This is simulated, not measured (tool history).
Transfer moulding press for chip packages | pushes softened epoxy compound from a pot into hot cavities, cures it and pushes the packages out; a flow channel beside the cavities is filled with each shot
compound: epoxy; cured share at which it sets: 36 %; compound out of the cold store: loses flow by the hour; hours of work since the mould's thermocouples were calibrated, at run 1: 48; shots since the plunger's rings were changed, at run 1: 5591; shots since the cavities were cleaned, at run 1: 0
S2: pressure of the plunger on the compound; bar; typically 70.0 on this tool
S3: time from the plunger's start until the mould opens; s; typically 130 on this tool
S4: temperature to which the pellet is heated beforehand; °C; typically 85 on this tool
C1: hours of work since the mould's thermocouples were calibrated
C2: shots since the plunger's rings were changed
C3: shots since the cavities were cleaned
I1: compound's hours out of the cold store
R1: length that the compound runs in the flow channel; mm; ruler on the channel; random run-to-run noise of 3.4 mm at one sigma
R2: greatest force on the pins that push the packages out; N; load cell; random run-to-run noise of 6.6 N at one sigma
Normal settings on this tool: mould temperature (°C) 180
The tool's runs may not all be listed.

Run 1, hour 0.0: usual settings; C1 48; C2 5591; C3 0; I1 36.3. Result: R1 478 mm, R2 253 N.
Run 2, hour 39.6: usual settings; C1 71; C2 5941; C3 350; I1 9.7. Result: R1 516 mm, R2 395 N.
At hour 68.7: cavities cleaned with cleaning compound and waxed.
Run 3, hour 94.6: usual settings; C1 103; C2 6414; C3 229; I1 11.8. Result: R1 512 mm, R2 344 N.
Run 4, hour 126.7: usual settings; C1 121; C2 6697; C3 512; I1 16.1. Result: R1 508 mm, R2 396 N.
At hour 139.7: cavities cleaned with cleaning compound and waxed.
At hour 163.5: plunger's sealing rings changed.
Run 5, hour 177.6: usual settings but S3 149 s; C1 149; C2 125; C3 313; I1 19.9. Result: R1 536 mm, R2 309 N.
At hour 211.7: cavities cleaned with cleaning compound and waxed.
Run 6, hour 217.3: usual settings but S3 133 s; C1 171; C2 462; C3 49; I1 22.0. Result: R1 535 mm, R2 262 N.
Run 7, hour 247.6: usual settings but S3 133 s; C1 188; C2 730; C3 317; I1 35.2. Result: R1 511 mm, R2 364 N.
At hour 281.1: cavities cleaned with cleaning compound and waxed.
Run 8, hour 288.2: usual settings; C1 211; C2 1075; C3 62; I1 45.4. Result: R1 493 mm, R2 273 N.
Run 9, hour 346.7: usual settings; C1 245; C2 1592; C3 579; I1 40.8. Result: R1 498 mm, R2 403 N.
At hour 352.3: cavities cleaned with cleaning compound and waxed.
Run 10, hour 384.1: usual settings; C1 266; C2 1910; C3 282; I1 24.5. Result: R1 519 mm, R2 332 N.
At hour 420.9: cavities cleaned with cleaning compound and waxed.
Run 11, hour 424.1: usual settings; C1 289; C2 2250; C3 28; I1 10.4. Result: R1 541 mm, R2 280 N.
Run 12, hour 480.1: usual settings; C1 321; C2 2744; C3 522; I1 42.6. Result: R1 488 mm, R2 383 N.
At hour 490.0: cavities cleaned with cleaning compound and waxed.
Run 13, hour 542.2: usual settings but S3 113 s; C1 357; C2 3280; C3 461; I1 34.2. Result: R1 498 mm, R2 466 N.
At hour 560.0: cavities cleaned with cleaning compound and waxed.
Run 14, hour 593.8: usual settings but S3 158 s; C1 386; C2 3723; C3 299; I1 25.7. Result: R1 506 mm, R2 308 N.
At hour 628.2: cavities cleaned with cleaning compound and waxed.
At hour 653.0: mould's thermocouples calibrated.
Run 15, hour 659.5: usual settings but mould temperature (°C) 174, S2 59.7 bar, S4 84 °C; C1 4; C2 4273; C3 259; I1 27.9. Result: R1 483 mm, R2 512 N.
Run 16, hour 689.0: usual settings but mould temperature (°C) 181, S2 78.1 bar, S4 81 °C; C1 21; C2 4533; C3 519; I1 24.3. Result: R1 537 mm, R2 377 N.
At hour 703.0: cavities cleaned with cleaning compound and waxed.
Run 17, hour 729.3: usual settings but S4 86 °C; C1 44; C2 4876; C3 232; I1 31.9. Result: R1 493 mm, R2 344 N.
Run 18, hour 769.0: usual settings but S4 86 °C; C1 67; C2 5227; C3 583; I1 28.3. Result: R1 497 mm, R2 408 N.
At hour 775.7: cavities cleaned with cleaning compound and waxed.
Run 19, hour 814.0: usual settings but S3 141 s, S4 86 °C; C1 92; C2 5611; C3 338; I1 24.8. Result: R1 499 mm, R2 324 N.
At hour 845.3: cavities cleaned with cleaning compound and waxed.
Run 20, hour 857.4: usual settings but S2 75.7 bar; C1 116; C2 5982; C3 107; I1 40.9. Result: R1 495 mm, R2 276 N.
Run 21, hour 906.9: usual settings but mould temperature (°C) 174, S2 83.8 bar, S3 149 s, S4 88 °C; C1 145; C2 6419; C3 544; I1 37.4. Result: R1 536 mm, R2 423 N.
At hour 918.3: cavities cleaned with cleaning compound and waxed.
Run 22, hour 968.5: usual settings but mould temperature (°C) 174, S2 83.8 bar, S3 149 s, S4 88 °C; C1 180; C2 6950; C3 444; I1 25.6. Result: R1 552 mm, R2 432 N.
At hour 974.8: plunger's sealing rings changed.
At hour 990.3: cavities cleaned with cleaning compound and waxed.
Run 23, hour 1001.2: usual settings but mould temperature (°C) 174, S2 83.8 bar, S3 149 s, S4 88 °C; C1 197; C2 220; C3 97; I1 26.0. Result: R1 592 mm, R2 334 N.
Run 24, hour 1051.1: usual settings but mould temperature (°C) 182, S2 55.9 bar, S3 146 s, S4 89 °C; C1 226; C2 660; C3 537; I1 20.5. Result: R1 469 mm, R2 333 N.
At hour 1061.2: cavities cleaned with cleaning compound and waxed.
Run 25, hour 1095.4: usual settings but mould temperature (°C) 185, S2 56.4 bar, S3 146 s; C1 251; C2 1038; C3 301; I1 32.4. Result: R1 443 mm, R2 307 N.
At hour 1133.5: cavities cleaned with cleaning compound and waxed.
Run 26, hour 1158.9: usual settings but S2 61.6 bar; C1 287; C2 1587; C3 225; I1 44.7. Result: R1 465 mm, R2 314 N.
Run 27, hour 1188.7: usual settings but S2 61.6 bar; C1 304; C2 1850; C3 488; I1 42.9. Result: R1 456 mm, R2 382 N.

Here are 4 independent what-if runs from the current tool condition. What would each one return?
At hour 1203.2: cavities cleaned with cleaning compound and waxed.
Run A, hour 1224.1: usual settings but S2 83.5 bar; C1 324; C2 2150; C3 185; I1 41.8. Result: R1 ?, R2 ?.
At hour 1203.2: cavities cleaned with cleaning compound and waxed.
Run B, hour 1224.1: usual settings but S2 75.8 bar; C1 324; C2 2150; C3 185; I1 42.4. Result: R1 ?, R2 ?.
At hour 1203.2: cavities cleaned with cleaning compound and waxed.
Run C, hour 1224.1: usual settings but S2 67.4 bar, S3 119 s; C1 324; C2 2150; C3 185; I1 28.8. Result: R1 ?, R2 ?.
At hour 1203.2: cavities cleaned with cleaning compound and waxed.
Run D, hour 1224.1: usual settings but mould temperature (°C) 186, S2 54.6 bar, S3 115 s; C1 324; C2 2150; C3 185; I1 25.9. Result: R1 ?, R2 ?.

run   R1   R2
  A  536  309
  B  510  310
  C  506  363
  D  445  288
Without the tool's unlogged condition, the same runs would have read:
run   R1   R2
  A  550  248
  B  524  249
  C  520  296
  D  457  231
